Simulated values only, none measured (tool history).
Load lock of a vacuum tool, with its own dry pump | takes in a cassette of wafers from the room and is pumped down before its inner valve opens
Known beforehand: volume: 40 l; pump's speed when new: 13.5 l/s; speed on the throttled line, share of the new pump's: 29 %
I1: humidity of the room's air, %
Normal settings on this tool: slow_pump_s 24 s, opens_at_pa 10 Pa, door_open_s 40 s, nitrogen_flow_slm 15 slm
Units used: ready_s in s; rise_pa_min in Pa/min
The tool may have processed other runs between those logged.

run 1 day=0 | slow_pump_s=24 opens_at_pa=10 door_open_s=40 nitrogen_flow_slm=15 | I1=44.7 | ready_s=48.5 rise_pa_min=0.102
run 2 day=7.329 | slow_pump_s=24 opens_at_pa=10 door_open_s=40 nitrogen_flow_slm=15 | I1=43.6 | ready_s=47.7 rise_pa_min=0.1
run 3 day=21.625 | slow_pump_s=24 opens_at_pa=10 door_open_s=40 nitrogen_flow_slm=15 | I1=43 | ready_s=48.5 rise_pa_min=0.103
run 4 day=36.379 | slow_pump_s=24 opens_at_pa=10 door_open_s=40 nitrogen_flow_slm=15 | I1=48.2 | ready_s=48.3 rise_pa_min=0.106
run 5 day=45.004 | slow_pump_s=24 opens_at_pa=10 door_open_s=40 nitrogen_flow_slm=15 | I1=44.5 | ready_s=48.6 rise_pa_min=0.105
run 6 day=53.254 | slow_pump_s=24 opens_at_pa=10 door_open_s=40 nitrogen_flow_slm=7 | I1=43.6 | ready_s=49.1 rise_pa_min=0.119
run 7 day=69.675 | slow_pump_s=24 opens_at_pa=10 door_open_s=40 nitrogen_flow_slm=7 | I1=42.3 | ready_s=48.5 rise_pa_min=0.113
run 8 day=82.179 | slow_pump_s=24 opens_at_pa=10 door_open_s=40 nitrogen_flow_slm=7 | I1=50.1 | ready_s=48.7 rise_pa_min=0.126
run 9 day=98.121 | slow_pump_s=24 opens_at_pa=10 door_open_s=40 nitrogen_flow_slm=7 | I1=44.7 | ready_s=48.1 rise_pa_min=0.131
run 10 day=111.854 | slow_pump_s=24 opens_at_pa=10 door_open_s=40 nitrogen_flow_slm=7 | I1=42.8 | ready_s=49.2 rise_pa_min=0.128
run 11 day=125.033 | slow_pump_s=24 opens_at_pa=17 door_open_s=40 nitrogen_flow_slm=15 | I1=42.5 | ready_s=46.8 rise_pa_min=0.122
run 12 day=138.754 | slow_pump_s=24 opens_at_pa=17 door_open_s=40 nitrogen_flow_slm=15 | I1=45.3 | ready_s=46.5 rise_pa_min=0.125
run 13 day=150.233 | slow_pump_s=24 opens_at_pa=11 door_open_s=40 nitrogen_flow_slm=15 | I1=44 | ready_s=49 rise_pa_min=0.125
-- day=155.471 dry pump taken out, an overhauled one fitted
run 14 day=158.004 | slow_pump_s=24 opens_at_pa=11 door_open_s=40 nitrogen_flow_slm=15 | I1=45.9 | ready_s=44.6 rise_pa_min=0.127
run 15 day=175.558 | slow_pump_s=24 opens_at_pa=11 door_open_s=40 nitrogen_flow_slm=15 | I1=44.3 | ready_s=44.4 rise_pa_min=0.125
run 16 day=184.05 | slow_pump_s=24 opens_at_pa=11 door_open_s=40 nitrogen_flow_slm=15 | I1=44.5 | ready_s=44.2 rise_pa_min=0.133
run 17 day=200.05 | slow_pump_s=24 opens_at_pa=11 door_open_s=40 nitrogen_flow_slm=15 | I1=43.7 | ready_s=45.1 rise_pa_min=0.136
run 18 day=208.767 | slow_pump_s=24 opens_at_pa=11 door_open_s=40 nitrogen_flow_slm=15 | I1=46.6 | ready_s=44.5 rise_pa_min=0.141
run 19 day=225.338 | slow_pump_s=14 opens_at_pa=16 door_open_s=40 nitrogen_flow_slm=25 | I1=45.3 | ready_s=36 rise_pa_min=0.132
run 20 day=240.392 | slow_pump_s=38 opens_at_pa=16 door_open_s=40 nitrogen_flow_slm=25 | I1=44.1 | ready_s=52.8 rise_pa_min=0.142
run 21 day=253.875 | slow_pump_s=24 opens_at_pa=10 door_open_s=151 nitrogen_flow_slm=13 | I1=43.6 | ready_s=44.2 rise_pa_min=0.175
run 22 day=269.938 | slow_pump_s=24 opens_at_pa=19 door_open_s=40 nitrogen_flow_slm=15 | I1=46.5 | ready_s=43 rise_pa_min=0.155
run 23 day=285.883 | slow_pump_s=32 opens_at_pa=10 door_open_s=56 nitrogen_flow_slm=21 | I1=43.8 | ready_s=50.5 rise_pa_min=0.154
run 24 day=299.192 | slow_pump_s=32 opens_at_pa=10 door_open_s=56 nitrogen_flow_slm=21 | I1=45.9 | ready_s=49.7 rise_pa_min=0.158
run 25 day=315.671 | slow_pump_s=32 opens_at_pa=10 door_open_s=56 nitrogen_flow_slm=21 | I1=44.6 | ready_s=51.4 rise_pa_min=0.166
run 26 day=331.338 | slow_pump_s=40 opens_at_pa=8 door_open_s=189 nitrogen_flow_slm=32 | I1=46.1 | ready_s=57 rise_pa_min=0.179
run 27 day=345.025 | slow_pump_s=17 opens_at_pa=11 door_open_s=40 nitrogen_flow_slm=36 | I1=46.9 | ready_s=39.5 rise_pa_min=0.167
run 28 day=359.071 | slow_pump_s=17 opens_at_pa=18 door_open_s=40 nitrogen_flow_slm=7 | I1=46.1 | ready_s=38.5 rise_pa_min=0.182
run 29 day=370.279 | slow_pump_s=17 opens_at_pa=18 door_open_s=40 nitrogen_flow_slm=7 | I1=47.3 | ready_s=38.6 rise_pa_min=0.192
run 30 day=386.788 | slow_pump_s=24 opens_at_pa=10 door_open_s=40 nitrogen_flow_slm=10 | I1=46 | ready_s=45.2 rise_pa_min=0.193
run 31 day=403.088 | slow_pump_s=24 opens_at_pa=10 door_open_s=43 nitrogen_flow_slm=9 | I1=45.8 | ready_s=44.8 rise_pa_min=0.193
run 32 day=415.833 | slow_pump_s=24 opens_at_pa=10 door_open_s=50 nitrogen_flow_slm=15 | I1=46.8 | ready_s=44.9 rise_pa_min=0.19
run 33 day=433.583 | slow_pump_s=29 opens_at_pa=10 door_open_s=106 nitrogen_flow_slm=15 | I1=43.1 | ready_s=48.9 rise_pa_min=0.206
run 34 day=449.608 | slow_pump_s=29 opens_at_pa=10 door_open_s=106 nitrogen_flow_slm=15 | I1=48.3 | ready_s=48.6 rise_pa_min=0.216
run 35 day=466.142 | slow_pump_s=29 opens_at_pa=10 door_open_s=106 nitrogen_flow_slm=15 | I1=46.3 | ready_s=48.6 rise_pa_min=0.215
run 36 day=475.904 | slow_pump_s=29 opens_at_pa=10 door_open_s=106 nitrogen_flow_slm=15 | I1=45.8 | ready_s=50.1 rise_pa_min=0.221

Measured minus without-hidden-state, run by run (identical run-to-run variation in each term; gauge scatter may differ):
Hidden conditions of the tool in this case: pump's speed, % of a new pump's; leak at the door's seal, Pa l/s; drift of the gauge itself on ready_s, %; drift of the gauge itself on rise_pa_min, %.
run=1 ready_s=+3.9 rise_pa_min=+0.074
run=2 ready_s=+3.9 rise_pa_min=+0.078
run=3 ready_s=+3.9 rise_pa_min=+0.081
run=4 ready_s=+4 rise_pa_min=+0.083
run=5 ready_s=+4.1 rise_pa_min=+0.084
run=6 ready_s=+4.1 rise_pa_min=+0.086
run=7 ready_s=+4.1 rise_pa_min=+0.088
run=8 ready_s=+4.1 rise_pa_min=+0.093
run=9 ready_s=+4.3 rise_pa_min=+0.095
run=10 ready_s=+4.3 rise_pa_min=+0.097
run=11 ready_s=+4 rise_pa_min=+0.1
run=12 ready_s=+4.1 rise_pa_min=+0.104
run=13 ready_s=+4.5 rise_pa_min=+0.106
run=14 ready_s=-0.1 rise_pa_min=+0.108
run=15 ready_s=-0.1 rise_pa_min=+0.11
run=16 ready_s=+0 rise_pa_min=+0.112
run=17 ready_s=+0 rise_pa_min=+0.115
run=18 ready_s=+0 rise_pa_min=+0.116
run=19 ready_s=+0.1 rise_pa_min=+0.12
run=20 ready_s=+0.1 rise_pa_min=+0.125
run=21 ready_s=+0.2 rise_pa_min=+0.13
run=22 ready_s=+0.2 rise_pa_min=+0.134
run=23 ready_s=+0.3 rise_pa_min=+0.135
run=24 ready_s=+0.3 rise_pa_min=+0.138
run=25 ready_s=+0.4 rise_pa_min=+0.143
run=26 ready_s=+0.3 rise_pa_min=+0.145
run=27 ready_s=+0.5 rise_pa_min=+0.152
run=28 ready_s=+0.6 rise_pa_min=+0.153
run=29 ready_s=+0.6 rise_pa_min=+0.157
run=30 ready_s=+0.7 rise_pa_min=+0.16
run=31 ready_s=+0.7 rise_pa_min=+0.164
run=32 ready_s=+0.8 rise_pa_min=+0.165
run=33 ready_s=+0.7 rise_pa_min=+0.172
run=34 ready_s=+0.8 rise_pa_min=+0.177
run=35 ready_s=+0.8 rise_pa_min=+0.181
run=36 ready_s=+0.9 rise_pa_min=+0.183
